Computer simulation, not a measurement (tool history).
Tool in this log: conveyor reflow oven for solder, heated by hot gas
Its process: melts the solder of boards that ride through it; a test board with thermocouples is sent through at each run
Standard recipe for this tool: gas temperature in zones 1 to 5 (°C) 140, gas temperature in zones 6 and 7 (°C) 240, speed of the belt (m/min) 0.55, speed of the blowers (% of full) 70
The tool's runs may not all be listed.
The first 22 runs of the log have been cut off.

run,hour,gas temperature in zones 1 to 5 (°C),gas temperature in zones 6 and 7 (°C),speed of the belt (m/min),speed of the blowers (% of full),hours of work since the flux was cleaned out,hours of work since the belt drive was overhauled,hours of work since the thermocouples were changed,highest temperature of the board (°C),time above the solder's melting point (s)
23,373.8,140,241,0.509,71,11,504,732,224.6,68.8
24,393.2,134,240,0.446,70,24,517,745,227.6,78.5
25,412,134,240,0.498,74,36,529,757,224.1,67.7
26,423.3,140,234,0.55,58,44,536,765,213.8,54.5
27,440,140,234,0.55,58,54,547,775,213.7,54.2
28,463.3,149,234,0.633,86,70,562,791,215.1,51.5
29,474.7,149,234,0.633,86,77,570,798,216,51.7
30,494.1,128,240,0.55,77,90,583,811,219.5,55.3

Branching from run 30: 4 alternative next runs. What would each branch give?
A,509,140,240,0.55,51,100,592,820,?,?
B,509,140,240,0.55,87,100,592,820,?,?
C,509,134,240,0.601,70,100,592,820,?,?
D,509,140,240,0.55,70,100,592,820,?,?

run,highest temperature of the board (°C),time above the solder's melting point (s)
A,216.1,56.3
B,223.8,62.5
C,215.9,49.6
D,220.4,60.8
What these runs would have given with no unlogged condition in the tool:
run,highest temperature of the board (°C),time above the solder's melting point (s)
A,215.4,55.3
B,223.3,61.6
C,215.5,48.9
D,219.8,59.8

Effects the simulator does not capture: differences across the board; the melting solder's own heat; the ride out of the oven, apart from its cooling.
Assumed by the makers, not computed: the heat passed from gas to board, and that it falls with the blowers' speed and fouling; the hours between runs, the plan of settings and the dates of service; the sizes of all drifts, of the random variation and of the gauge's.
